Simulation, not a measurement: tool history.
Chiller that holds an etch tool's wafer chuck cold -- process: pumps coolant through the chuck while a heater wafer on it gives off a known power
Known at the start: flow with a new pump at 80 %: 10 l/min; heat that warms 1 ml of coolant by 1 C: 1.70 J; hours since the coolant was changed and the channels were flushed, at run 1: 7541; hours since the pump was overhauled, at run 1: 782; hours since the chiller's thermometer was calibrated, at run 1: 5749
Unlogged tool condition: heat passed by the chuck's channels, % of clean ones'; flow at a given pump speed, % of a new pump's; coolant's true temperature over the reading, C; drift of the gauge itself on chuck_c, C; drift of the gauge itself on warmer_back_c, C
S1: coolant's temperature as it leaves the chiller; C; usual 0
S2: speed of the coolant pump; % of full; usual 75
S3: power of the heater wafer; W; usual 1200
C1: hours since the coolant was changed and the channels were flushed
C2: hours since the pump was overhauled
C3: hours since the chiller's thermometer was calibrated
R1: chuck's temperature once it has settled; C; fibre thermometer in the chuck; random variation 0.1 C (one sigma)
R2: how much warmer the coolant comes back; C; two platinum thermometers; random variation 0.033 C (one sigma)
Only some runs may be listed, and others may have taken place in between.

run 1 hour=0.0 | S1=0 S2=75 S3=1200 | C1=7541 C2=782 C3=5749 | R1=10.4 R2=4.54
run 2 hour=15.4 | S1=0 S2=75 S3=1200 | C1=7556 C2=797 C3=5764 | R1=10.5 R2=4.60
run 3 hour=48.9 | S1=0 S2=75 S3=604 | C1=7590 C2=830 C3=5798 | R1=4.9 R2=2.30
run 4 hour=74.6 | S1=0 S2=75 S3=604 | C1=7615 C2=856 C3=5823 | R1=5.0 R2=2.29
run 5 hour=92.7 | S1=0 S2=75 S3=604 | C1=7634 C2=874 C3=5841 | R1=4.7 R2=2.31
run 6 hour=128.5 | S1=0 S2=75 S3=604 | C1=7669 C2=910 C3=5877 | R1=4.8 R2=2.29
run 7 hour=153.3 | S1=0 S2=75 S3=603 | C1=7694 C2=935 C3=5902 | R1=5.1 R2=2.29
run 8 hour=174.1 | S1=0 S2=75 S3=603 | C1=7715 C2=956 C3=5923 | R1=4.8 R2=2.34
-- hour=190.2 chiller's thermometer calibrated
run 9 hour=198.9 | S1=0 S2=75 S3=1200 | C1=7739 C2=979 C3=9 | R1=10.2 R2=4.59
run 10 hour=220.2 | S1=0 S2=75 S3=1498 | C1=7760 C2=1001 C3=30 | R1=13.0 R2=5.75
run 11 hour=241.6 | S1=0 S2=75 S3=1498 | C1=7782 C2=1022 C3=51 | R1=13.0 R2=5.76
-- hour=250.6 chiller's thermometer calibrated, once more
run 12 hour=258.2 | S1=0 S2=75 S3=922 | C1=7797 C2=1038 C3=8 | R1=8.7 R2=3.54
run 13 hour=282.1 | S1=0 S2=75 S3=922 | C1=7821 C2=1062 C3=31 | R1=8.5 R2=3.53
run 14 hour=303.6 | S1=0 S2=75 S3=1200 | C1=7842 C2=1083 C3=53 | R1=11.1 R2=4.62
run 15 hour=331.6 | S1=0 S2=75 S3=1200 | C1=7870 C2=1111 C3=81 | R1=11.1 R2=4.58
run 16 hour=355.9 | S1=0 S2=75 S3=1200 | C1=7895 C2=1135 C3=105 | R1=11.2 R2=4.55
run 17 hour=380.2 | S1=0 S2=88 S3=1200 | C1=7919 C2=1160 C3=130 | R1=10.2 R2=3.90
run 18 hour=411.5 | S1=9 S2=72 S3=909 | C1=7950 C2=1191 C3=161 | R1=17.8 R2=3.70
run 19 hour=432.2 | S1=9 S2=72 S3=909 | C1=7971 C2=1212 C3=182 | R1=17.6 R2=3.65
run 20 hour=455.0 | S1=-10 S2=96 S3=1122 | C1=7994 C2=1235 C3=204 | R1=-0.8 R2=3.30
run 21 hour=478.9 | S1=-10 S2=96 S3=1122 | C1=8018 C2=1258 C3=228 | R1=-1.1 R2=3.35
run 22 hour=513.0 | S1=-8 S2=73 S3=1200 | C1=8052 C2=1293 C3=262 | R1=3.3 R2=4.75
run 23 hour=547.5 | S1=2 S2=62 S3=1009 | C1=8086 C2=1327 C3=297 | R1=12.6 R2=4.69
run 24 hour=584.8 | S1=2 S2=62 S3=1194 | C1=8124 C2=1364 C3=334 | R1=14.5 R2=5.57
run 25 hour=620.4 | S1=2 S2=62 S3=1194 | C1=8159 C2=1400 C3=370 | R1=14.3 R2=5.56
run 26 hour=655.4 | S1=0 S2=75 S3=628 | C1=8194 C2=1435 C3=405 | R1=5.7 R2=2.43
run 27 hour=682.0 | S1=3 S2=70 S3=1021 | C1=8221 C2=1462 C3=431 | R1=12.6 R2=4.27
run 28 hour=706.9 | S1=-7 S2=67 S3=1200 | C1=8246 C2=1486 C3=456 | R1=4.9 R2=5.19
run 29 hour=741.7 | S1=-6 S2=77 S3=1077 | C1=8281 C2=1521 C3=491 | R1=3.9 R2=4.05
run 30 hour=779.4 | S1=-5 S2=86 S3=690 | C1=8318 C2=1559 C3=529 | R1=0.8 R2=2.36
run 31 hour=797.2 | S1=6 S2=81 S3=936 | C1=8336 C2=1577 C3=547 | R1=14.4 R2=3.34

Describe how what the log doesn't record of the tool's condition differs between the last listed run preceding each entry between runs and the first listed run following it.
From run 8 to run 9: chiller's thermometer calibrated (hour 190.2)
  heat passed by the chuck's channels, % of clean ones': 81.3 -> 81.2; coolant's true temperature over the reading, C: -0.72 -> -0.91
  difference, measured minus the result without the unlogged condition, R1: +0.1 -> +0.7 C; R2: +0.04 -> +0.07 C
From run 11 to run 12: chiller's thermometer calibrated, once more (hour 250.6)
  coolant's true temperature over the reading, C: -0.92 -> 0.01
  difference, measured minus the result without the unlogged condition, R1: +1.2 -> +1.3 C; R2: +0.10 -> +0.06 C

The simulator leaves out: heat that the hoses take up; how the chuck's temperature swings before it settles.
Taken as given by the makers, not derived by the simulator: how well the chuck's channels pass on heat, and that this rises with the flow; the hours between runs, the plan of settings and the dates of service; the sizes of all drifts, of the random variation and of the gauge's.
